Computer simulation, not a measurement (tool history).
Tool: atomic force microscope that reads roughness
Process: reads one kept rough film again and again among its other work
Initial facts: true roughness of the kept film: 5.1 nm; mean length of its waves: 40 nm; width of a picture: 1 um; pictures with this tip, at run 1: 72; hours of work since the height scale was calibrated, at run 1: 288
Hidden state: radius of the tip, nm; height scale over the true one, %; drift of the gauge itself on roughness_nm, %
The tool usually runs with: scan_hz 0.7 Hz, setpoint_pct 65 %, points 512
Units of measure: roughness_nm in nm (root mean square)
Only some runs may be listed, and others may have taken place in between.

run	hour	scan_hz	setpoint_pct	points	pictures with this tip	hours of work since the height scale was calibrated	roughness_nm
1	0	0.7	65	512	72	288	4.718
2	10.4	0.7	65	512	90	295	4.672
3	17.6	0.7	65	512	103	300	4.721
4	28.3	0.7	65	512	121	307	4.649
5	38.4	0.7	57	512	138	314	4.738
6	49.7	0.7	57	512	157	322	4.721
7	57	0.7	57	512	170	327	4.759
8	64.1	0.7	57	512	182	332	4.696
9	75.3	0.7	57	512	201	340	4.709
10	83.3	0.7	65	512	214	345	4.694
11	95	0.7	65	512	234	353	4.684
12	108.2	0.7	65	802	257	362	4.682
13	121.2	0.7	79	512	279	371	4.605
14	133.4	0.7	79	512	300	380	4.596
# hour 142.7: new tip fitted
15	145.6	0.7	79	512	5	388	4.586
16	159.1	0.7	65	512	28	397	4.688
17	168	0.7	65	512	43	404	4.68
18	177.4	0.7	65	512	59	410	4.689
19	188.3	1.467	65	512	77	418	4.632
20	199.1	1.467	65	512	96	425	4.631
21	212.6	0.7	65	512	119	434	4.69
22	222.4	0.7	65	512	136	441	4.707
23	230.6	0.7	65	512	149	447	4.697
24	239.1	0.94	65	512	164	453	4.675
25	250.2	0.94	59	584	183	460	4.717
26	257.9	1.104	76	721	196	466	4.54
27	265.8	1.104	76	721	209	471	4.548
28	274.7	0.7	65	268	225	477	4.658
29	281.9	0.7	61	339	237	482	4.678
30	291.5	0.7	69	555	253	489	4.655
31	297.3	0.7	69	555	263	493	4.643
32	308.4	1.193	69	555	282	501	4.586
33	316.4	0.7	62	799	296	506	4.676
34	326.8	0.605	84	317	313	513	4.58
# hour 328.2: new tip fitted
35	338.2	0.605	84	317	17	521	4.592
36	345.9	0.605	84	317	30	526	4.576
37	358.5	2.903	73	535	52	535	4.272
38	371.1	0.505	70	512	73	544	4.681
39	377.8	0.505	70	512	84	548	4.73
40	386.7	0.505	70	512	100	554	4.691
41	396.4	0.505	70	512	116	561	4.713
42	402.8	0.7	73	572	127	566	4.647
43	409.8	0.7	73	572	139	570	4.631
44	421.3	0.7	73	572	159	578	4.633
45	432.2	0.7	73	572	177	586	4.675
46	445.1	0.7	73	572	199	595	4.692
47	454.6	0.7	79	329	215	601	4.567
48	467.3	0.7	65	258	237	610	4.672

Below, each run's measurement less what the same run would have read without the hidden state. Both values contain the same run-to-run variation, but the gauge's scatter may not be the same in both:
run	roughness_nm
1	-0.006
2	-0.007
3	-0.008
4	-0.008
5	-0.01
6	-0.011
7	-0.012
8	-0.012
9	-0.014
10	-0.014
11	-0.016
12	-0.017
13	-0.018
14	-0.02
15	-0.001
16	-0.003
17	-0.004
18	-0.004
19	-0.006
20	-0.006
21	-0.008
22	-0.009
23	-0.01
24	-0.011
25	-0.012
26	-0.012
27	-0.013
28	-0.015
29	-0.015
30	-0.016
31	-0.017
32	-0.018
33	-0.019
34	-0.02
35	-0.001
36	-0.003
37	-0.004
38	-0.006
39	-0.006
40	-0.007
41	-0.008
42	-0.008
43	-0.009
44	-0.011
45	-0.012
46	-0.014
47	-0.014
48	-0.015
